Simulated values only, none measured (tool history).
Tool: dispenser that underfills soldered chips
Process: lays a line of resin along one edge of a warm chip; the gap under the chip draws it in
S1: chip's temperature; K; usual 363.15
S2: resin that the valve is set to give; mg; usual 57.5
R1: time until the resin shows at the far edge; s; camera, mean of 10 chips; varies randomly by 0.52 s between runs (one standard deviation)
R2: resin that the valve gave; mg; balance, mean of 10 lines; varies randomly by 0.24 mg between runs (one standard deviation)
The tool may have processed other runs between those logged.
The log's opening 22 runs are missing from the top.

{"run": 23, "day": 6.121, "S1": 361.15, "S2": 53.2, "R1": 61.2, "R2": 51.34}
{"run": 24, "day": 6.304, "S1": 353.15, "S2": 56.0, "R1": 95.0, "R2": 53.86}
{"day": 6.492, "done": "new syringe of resin"}
{"run": 25, "day": 6.542, "S1": 353.15, "S2": 56.0, "R1": 62.0, "R2": 54.39}
{"run": 26, "day": 6.879, "S1": 353.15, "S2": 56.0, "R1": 95.3, "R2": 54.12}
{"day": 7.1, "done": "new syringe of resin"}
{"run": 27, "day": 7.1, "S1": 353.15, "S2": 56.0, "R1": 59.5, "R2": 54.21}
{"run": 28, "day": 7.492, "S1": 349.15, "S2": 72.1, "R1": 105.3, "R2": 69.05}
{"day": 7.712, "done": "new syringe of resin"}
{"run": 29, "day": 7.754, "S1": 349.15, "S2": 62.0, "R1": 70.0, "R2": 59.63}
{"run": 30, "day": 7.979, "S1": 377.15, "S2": 57.5, "R1": 42.1, "R2": 54.88}
{"run": 31, "day": 8.221, "S1": 369.15, "S2": 60.4, "R1": 68.8, "R2": 57.46}
{"day": 8.308, "done": "new syringe of resin"}
{"run": 32, "day": 8.408, "S1": 369.15, "S2": 60.4, "R1": 41.9, "R2": 57.52}
{"run": 33, "day": 8.579, "S1": 354.15, "S2": 72.5, "R1": 78.2, "R2": 68.77}
{"day": 8.917, "done": "new syringe of resin"}
{"run": 34, "day": 8.929, "S1": 371.15, "S2": 56.5, "R1": 37.0, "R2": 53.71}
{"run": 35, "day": 9.179, "S1": 371.15, "S2": 56.5, "R1": 49.5, "R2": 53.41}
{"run": 36, "day": 9.35, "S1": 371.15, "S2": 56.5, "R1": 60.3, "R2": 53.14}

Each row is a separate what-if for the run after 36, all from the same tool condition, not one after another. Results?
{"day": 9.529, "done": "new syringe of resin"}
{"run": "A", "day": 9.692, "S1": 359.15, "S2": 56.5, "R1": "?", "R2": "?"}
{"day": 9.529, "done": "new syringe of resin"}
{"run": "B", "day": 9.692, "S1": 371.15, "S2": 49.9, "R1": "?", "R2": "?"}
{"day": 9.529, "done": "new syringe of resin"}
{"run": "C", "day": 9.692, "S1": 371.15, "S2": 50.4, "R1": "?", "R2": "?"}
{"day": 9.529, "done": "new syringe of resin"}
{"run": "D", "day": 9.692, "S1": 372.15, "S2": 56.2, "R1": "?", "R2": "?"}

run=A R1=60.7 R2=53.22
run=B R1=44.4 R2=47.05
run=C R1=43.7 R2=47.16
run=D R1=43.1 R2=52.67
With no hidden state in the tool, these same runs would have given:
run=A R1=47.7 R2=56.71
run=B R1=34.8 R2=50.13
run=C R1=34.3 R2=50.25
run=D R1=34.1 R2=56.12
